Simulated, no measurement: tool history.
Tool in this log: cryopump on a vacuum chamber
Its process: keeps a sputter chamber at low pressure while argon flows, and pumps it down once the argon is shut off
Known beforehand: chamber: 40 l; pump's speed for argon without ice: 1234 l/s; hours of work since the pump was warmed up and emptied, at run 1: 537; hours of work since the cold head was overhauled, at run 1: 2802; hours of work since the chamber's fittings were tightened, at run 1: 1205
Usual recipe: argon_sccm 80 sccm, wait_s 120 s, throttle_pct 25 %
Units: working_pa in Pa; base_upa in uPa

| run | hour | argon_sccm | wait_s | throttle_pct | hours of work since the pump was warmed up and emptied | hours of work since the cold head was overhauled | hours of work since the chamber's fittings were tightened | working_pa | base_upa |
|---|---|---|---|---|---|---|---|---|---|
| 1 | 0.0 | 80 | 120 | 25 | 537 | 2802 | 1205 | 0.4709 | 2.59 |
| 2 | 45.5 | 80 | 120 | 25 | 573 | 2837 | 1241 | 0.4762 | 2.78 |
| 3 | 108.9 | 80 | 120 | 25 | 623 | 2887 | 1290 | 0.4772 | 2.86 |
|  | 193.7 | pump warmed up, emptied and cooled again |
| 4 | 194.2 | 80 | 120 | 25 | 0 | 2950 | 1354 | 0.4407 | 2.37 |
| 5 | 241.4 | 80 | 120 | 25 | 38 | 2987 | 1391 | 0.4439 | 2.45 |
| 6 | 341.8 | 80 | 120 | 25 | 116 | 3066 | 1470 | 0.4445 | 2.66 |
| 7 | 420.4 | 80 | 120 | 31 | 178 | 3128 | 1532 | 0.3651 | 2.74 |
| 8 | 472.8 | 80 | 120 | 31 | 220 | 3170 | 1573 | 0.3697 | 2.86 |
| 9 | 528.2 | 80 | 120 | 31 | 263 | 3213 | 1616 | 0.3703 | 2.99 |
| 10 | 587.5 | 80 | 120 | 31 | 310 | 3260 | 1663 | 0.3746 | 3.12 |
| 11 | 662.5 | 80 | 120 | 31 | 369 | 3319 | 1722 | 0.3807 | 3.35 |
| 12 | 747.3 | 80 | 120 | 31 | 436 | 3385 | 1789 | 0.3779 | 3.60 |
| 13 | 790.5 | 80 | 174 | 31 | 469 | 3419 | 1823 | 0.3840 | 3.70 |
| 14 | 856.2 | 80 | 174 | 31 | 521 | 3471 | 1874 | 0.3888 | 3.83 |
| 15 | 934.8 | 80 | 174 | 31 | 583 | 3533 | 1936 | 0.3919 | 3.99 |
| 16 | 994.2 | 80 | 174 | 31 | 630 | 3580 | 1983 | 0.3943 | 4.20 |
| 17 | 1061.2 | 80 | 174 | 31 | 682 | 3632 | 2036 | 0.3995 | 4.32 |

What will run 18 give?
|  | 1074.6 | pump warmed up, emptied and cooled again |
| 18 | 1116.7 | 80 | 120 | 32 | 33 | 3672 | 2075 | ? | ? |

{"run 18": {"working_pa": 0.3478, "base_upa": 3.44}}
Minus the tool's unlogged condition, the same run would have read working_pa 0.3424 Pa, base_upa 0.53 uPa.

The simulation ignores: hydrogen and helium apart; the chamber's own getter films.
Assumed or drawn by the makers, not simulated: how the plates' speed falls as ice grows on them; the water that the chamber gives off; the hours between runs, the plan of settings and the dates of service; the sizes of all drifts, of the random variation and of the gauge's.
